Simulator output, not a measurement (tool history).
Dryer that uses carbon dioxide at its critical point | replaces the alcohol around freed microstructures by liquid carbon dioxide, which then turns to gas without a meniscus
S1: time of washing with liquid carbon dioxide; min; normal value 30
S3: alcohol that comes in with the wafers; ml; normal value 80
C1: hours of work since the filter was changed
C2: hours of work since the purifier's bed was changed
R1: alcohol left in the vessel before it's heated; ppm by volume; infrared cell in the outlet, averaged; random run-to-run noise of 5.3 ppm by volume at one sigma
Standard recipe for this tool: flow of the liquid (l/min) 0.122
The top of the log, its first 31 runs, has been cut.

Run 32, hour 859: usual settings but S1 41 min, flow of the liquid (l/min) 0.113, S3 57 ml; C1 343; C2 621. Result: R1 45 ppm by volume.
Run 33, hour 881.7: usual settings but S1 20 min, flow of the liquid (l/min) 0.127, S3 42 ml; C1 356; C2 635. Result: R1 874 ppm by volume.
Run 34, hour 906.5: usual settings but S1 23 min, flow of the liquid (l/min) 0.1, S3 93 ml; C1 371; C2 650. Result: R1 3051 ppm by volume.
At hour 917.5: inlet filter changed.
Run 35, hour 938.2: usual settings but flow of the liquid (l/min) 0.15, S3 36 ml; C1 12; C2 668. Result: R1 41 ppm by volume.
Run 36, hour 957.2: usual settings but S1 35 min, flow of the liquid (l/min) 0.118, S3 28 ml; C1 24; C2 679. Result: R1 51 ppm by volume.
Run 37, hour 978.6: usual settings but S1 35 min, flow of the liquid (l/min) 0.118, S3 28 ml; C1 37; C2 692. Result: R1 34 ppm by volume.
Run 38, hour 1014.5: usual settings but S1 35 min, flow of the liquid (l/min) 0.118, S3 28 ml; C1 58; C2 714. Result: R1 41 ppm by volume.
Run 39, hour 1046.2: usual settings but S1 33 min, flow of the liquid (l/min) 0.118, S3 74 ml; C1 77; C2 733. Result: R1 100 ppm by volume.
Run 40, hour 1065: usual settings but S1 20 min, flow of the liquid (l/min) 0.1, S3 74 ml; C1 89; C2 744. Result: R1 3165 ppm by volume.
Run 41, hour 1087.1: usual settings but S1 20 min, flow of the liquid (l/min) 0.1, S3 74 ml; C1 102; C2 757. Result: R1 3209 ppm by volume.
Run 42, hour 1107.1: usual settings but S1 19 min, flow of the liquid (l/min) 0.087; C1 114; C2 769. Result: R1 6761 ppm by volume.
Run 43, hour 1125: usual settings but S1 45 min, flow of the liquid (l/min) 0.108; C1 125; C2 780. Result: R1 49 ppm by volume.
Run 44, hour 1148.1: usual settings but S3 34 ml; C1 139; C2 794. Result: R1 86 ppm by volume.
Run 45, hour 1171.4: usual settings but S3 34 ml; C1 152; C2 808. Result: R1 96 ppm by volume.
Run 46, hour 1193: usual settings but S3 34 ml; C1 165; C2 821. Result: R1 97 ppm by volume.
Run 47, hour 1211.8: usual settings but flow of the liquid (l/min) 0.084, S3 34 ml; C1 177; C2 832. Result: R1 612 ppm by volume.
Run 48, hour 1248.4: usual settings but flow of the liquid (l/min) 0.153, S3 34 ml; C1 199; C2 854. Result: R1 57 ppm by volume.

Below are 3 alternative next runs, each starting from the tool's condition after run 48. Predict each:
At hour 1274.8: purifier's bed changed.
Run A, hour 1283.9: usual settings but S1 29 min, flow of the liquid (l/min) 0.153, S3 34 ml; C1 218; C2 5. Result: R1 ?.
At hour 1274.8: purifier's bed changed.
Run B, hour 1283.9: usual settings but S1 25 min, flow of the liquid (l/min) 0.18, S3 76 ml; C1 218; C2 5. Result: R1 ?.
At hour 1274.8: purifier's bed changed.
Run C, hour 1283.9: usual settings but S1 32 min, flow of the liquid (l/min) 0.136, S3 119 ml; C1 218; C2 5. Result: R1 ?.

run  R1
  A  31
  B  37
  C  78
Take away the tool's hidden state, keep each run's random variation, and the runs would have read:
run  R1
  A  22
  B  21
  C  49

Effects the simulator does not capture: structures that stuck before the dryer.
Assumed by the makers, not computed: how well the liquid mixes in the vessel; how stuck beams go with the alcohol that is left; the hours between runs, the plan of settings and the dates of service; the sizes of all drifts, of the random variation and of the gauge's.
